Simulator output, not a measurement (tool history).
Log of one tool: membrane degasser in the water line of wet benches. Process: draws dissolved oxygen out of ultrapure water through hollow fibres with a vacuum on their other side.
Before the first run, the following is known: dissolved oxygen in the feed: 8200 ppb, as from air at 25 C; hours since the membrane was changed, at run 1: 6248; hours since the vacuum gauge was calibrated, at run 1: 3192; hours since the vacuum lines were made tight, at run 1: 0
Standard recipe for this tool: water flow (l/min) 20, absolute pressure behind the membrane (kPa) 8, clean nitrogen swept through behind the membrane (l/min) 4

run	day	water flow (l/min)	absolute pressure behind the membrane (kPa)	clean nitrogen swept through behind the membrane (l/min)	hours since the membrane was changed	hours since the vacuum gauge was calibrated	hours since the vacuum lines were made tight	dissolved oxygen in the water behind the degasser (ppb)	pressure that the water loses in the fibres (kPa)
1	0	20	8	4	6248	3192	0	345.2	60.2
2	11.138	20	8	3.67	6516	3459	267	344.2	60.19
3	22.954	20	8	4	6799	3743	551	345.6	60.08
4	34.671	20	8	4	7080	4024	832	345.2	60.77
5	40.446	20	8	4	7219	4162	971	341	60.66
6	52.233	20	8	4	7502	4445	1254	349.5	60.95
7	66.392	22	8	5.58	7842	4785	1593	387.9	66.96
8	73.475	22	8	5.58	8012	4955	1763	383.2	66.61
9	82.35	18	8	5.14	8225	5168	1976	288	54.62
10	90.85	18	8	5.14	8429	5372	2180	290	55.35
11	99.412	14	8	5.14	8634	5578	2386	193.8	42.63
12	113.417	14	8	5.14	8970	5914	2722	195.1	42.64

For each run, the measured value with the value that run would have given without the tool's hidden condition subtracted. The run-to-run variation is shared by both, the gauge scatter possibly not:
The tool's hidden condition here consists of: membrane still open, %; true pressure behind the membrane over the reading, kPa; air that leaks in behind the membrane, l/min; drift of the gauge itself on oxygen_ppb, %; drift of the gauge itself on loss_of_pressure_kpa, %.
run	dissolved oxygen in the water behind the degasser (ppb)	pressure that the water loses in the fibres (kPa)
1	+35.2	+2.19
2	+36.2	+2.3
3	+38.3	+2.39
4	+39.8	+2.51
5	+40	+2.56
6	+42.5	+2.66
7	+49.3	+3.06
8	+49.7	+3.1
9	+40.9	+2.62
10	+42.2	+2.72
11	+31.3	+2.15
12	+32.7	+2.23
